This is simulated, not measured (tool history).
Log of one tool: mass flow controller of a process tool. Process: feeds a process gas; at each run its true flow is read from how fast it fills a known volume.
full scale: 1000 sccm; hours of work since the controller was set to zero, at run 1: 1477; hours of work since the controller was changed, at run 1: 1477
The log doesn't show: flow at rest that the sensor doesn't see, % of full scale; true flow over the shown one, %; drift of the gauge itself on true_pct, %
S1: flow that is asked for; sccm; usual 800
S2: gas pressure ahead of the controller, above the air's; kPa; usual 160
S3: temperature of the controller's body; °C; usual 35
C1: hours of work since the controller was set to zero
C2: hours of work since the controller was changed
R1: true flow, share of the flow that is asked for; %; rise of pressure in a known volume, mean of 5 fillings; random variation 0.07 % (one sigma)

run 1 hour=0.0 | S1=800 S2=160 S3=35 | C1=1477 C2=1477 | R1=98.74
run 2 hour=323.3 | S1=800 S2=160 S3=35 | C1=1613 C2=1613 | R1=98.76
run 3 hour=523.8 | S1=800 S2=160 S3=22 | C1=1697 C2=1697 | R1=99.26
run 4 hour=738.3 | S1=800 S2=160 S3=34 | C1=1787 C2=1787 | R1=98.73
run 5 hour=1021.9 | S1=640 S2=160 S3=35 | C1=1906 C2=1906 | R1=98.00
run 6 hour=1285.3 | S1=640 S2=160 S3=35 | C1=2017 C2=2017 | R1=98.02
run 7 hour=1506.2 | S1=318 S2=160 S3=35 | C1=2110 C2=2110 | R1=96.51
run 8 hour=1772.2 | S1=318 S2=185 S3=35 | C1=2221 C2=2221 | R1=96.17
run 9 hour=2042.6 | S1=318 S2=185 S3=35 | C1=2335 C2=2335 | R1=96.10
run 10 hour=2266.8 | S1=318 S2=185 S3=35 | C1=2429 C2=2429 | R1=96.06
run 11 hour=2587.1 | S1=166 S2=160 S3=35 | C1=2564 C2=2564 | R1=94.93
run 12 hour=2808.3 | S1=800 S2=264 S3=35 | C1=2657 C2=2657 | R1=97.44
run 13 hour=3068.0 | S1=800 S2=264 S3=35 | C1=2766 C2=2766 | R1=97.42
run 14 hour=3341.5 | S1=800 S2=264 S3=35 | C1=2881 C2=2881 | R1=97.39
run 15 hour=3512.5 | S1=800 S2=264 S3=35 | C1=2953 C2=2953 | R1=97.43
run 16 hour=3806.3 | S1=800 S2=160 S3=35 | C1=3076 C2=3076 | R1=98.23
run 17 hour=4017.5 | S1=800 S2=160 S3=35 | C1=3165 C2=3165 | R1=97.96
run 18 hour=4242.7 | S1=800 S2=160 S3=34 | C1=3260 C2=3260 | R1=98.15
run 19 hour=4573.7 | S1=800 S2=160 S3=35 | C1=3399 C2=3399 | R1=98.09
run 20 hour=4730.6 | S1=800 S2=160 S3=20 | C1=3465 C2=3465 | R1=98.77
run 21 hour=5037.9 | S1=800 S2=160 S3=20 | C1=3594 C2=3594 | R1=98.61
run 22 hour=5201.4 | S1=977 S2=160 S3=35 | C1=3662 C2=3662 | R1=98.54
run 23 hour=5466.3 | S1=800 S2=160 S3=24 | C1=3774 C2=3774 | R1=98.44
run 24 hour=5648.0 | S1=800 S2=160 S3=24 | C1=3850 C2=3850 | R1=98.39
run 25 hour=5951.5 | S1=800 S2=255 S3=38 | C1=3978 C2=3978 | R1=96.97
run 26 hour=6248.2 | S1=800 S2=255 S3=38 | C1=4102 C2=4102 | R1=96.87
run 27 hour=6502.5 | S1=849 S2=220 S3=35 | C1=4209 C2=4209 | R1=97.40
run 28 hour=6832.8 | S1=849 S2=231 S3=20 | C1=4348 C2=4348 | R1=97.96
run 29 hour=7085.6 | S1=243 S2=212 S3=24 | C1=4454 C2=4454 | R1=94.52
run 30 hour=7265.3 | S1=103 S2=193 S3=23 | C1=4530 C2=4530 | R1=91.12
run 31 hour=7429.0 | S1=103 S2=173 S3=39 | C1=4599 C2=4599 | R1=90.27
run 32 hour=7728.3 | S1=335 S2=237 S3=28 | C1=4724 C2=4724 | R1=94.81
run 33 hour=7898.0 | S1=335 S2=237 S3=28 | C1=4796 C2=4796 | R1=94.70
run 34 hour=8081.7 | S1=335 S2=151 S3=38 | C1=4873 C2=4873 | R1=94.87
run 35 hour=8420.8 | S1=335 S2=151 S3=38 | C1=5015 C2=5015 | R1=94.96
run 36 hour=8716.1 | S1=193 S2=155 S3=28 | C1=5140 C2=5140 | R1=93.33
run 37 hour=8990.4 | S1=115 S2=200 S3=28 | C1=5255 C2=5255 | R1=90.50
run 38 hour=9158.0 | S1=819 S2=200 S3=35 | C1=5325 C2=5325 | R1=97.08
run 39 hour=9326.7 | S1=191 S2=249 S3=31 | C1=5396 C2=5396 | R1=92.10
run 40 hour=9562.5 | S1=800 S2=162 S3=27 | C1=5495 C2=5495 | R1=97.55
run 41 hour=9750.1 | S1=139 S2=160 S3=28 | C1=5574 C2=5574 | R1=91.34
run 42 hour=10095.3 | S1=699 S2=225 S3=24 | C1=5719 C2=5719 | R1=96.65
run 43 hour=10446.5 | S1=111 S2=160 S3=21 | C1=5867 C2=5867 | R1=90.05
run 44 hour=10769.3 | S1=111 S2=160 S3=21 | C1=6002 C2=6002 | R1=89.74
run 45 hour=10989.5 | S1=342 S2=210 S3=22 | C1=6095 C2=6095 | R1=94.51
run 46 hour=11194.2 | S1=342 S2=150 S3=22 | C1=6181 C2=6181 | R1=94.89
run 47 hour=11366.6 | S1=318 S2=150 S3=22 | C1=6253 C2=6253 | R1=94.66

Some steps in R1 between neighbouring runs. How much of each would the tool show without its hidden state too (settings, what came in, random variation), and how much is left for the hidden state, with any gauge scatter that isn't in both results?
Run 37 -> 38: S1 115 -> 819, S3 28 -> 35. R1 +6.58 %: hidden state +4.75, all else +1.83.
Run 40 -> 41: S1 800 -> 139, S2 162 -> 160, S3 27 -> 28. R1 -6.21 %: hidden state -4.09, all else -2.12.
Run 42 -> 43: S1 699 -> 111, S2 225 -> 160, S3 24 -> 21. R1 -6.60 %: hidden state -5.50, all else -1.10.
Run 44 -> 45: S1 111 -> 342, S2 160 -> 210, S3 21 -> 22. R1 +4.77 %: hidden state +4.43, all else +0.34.
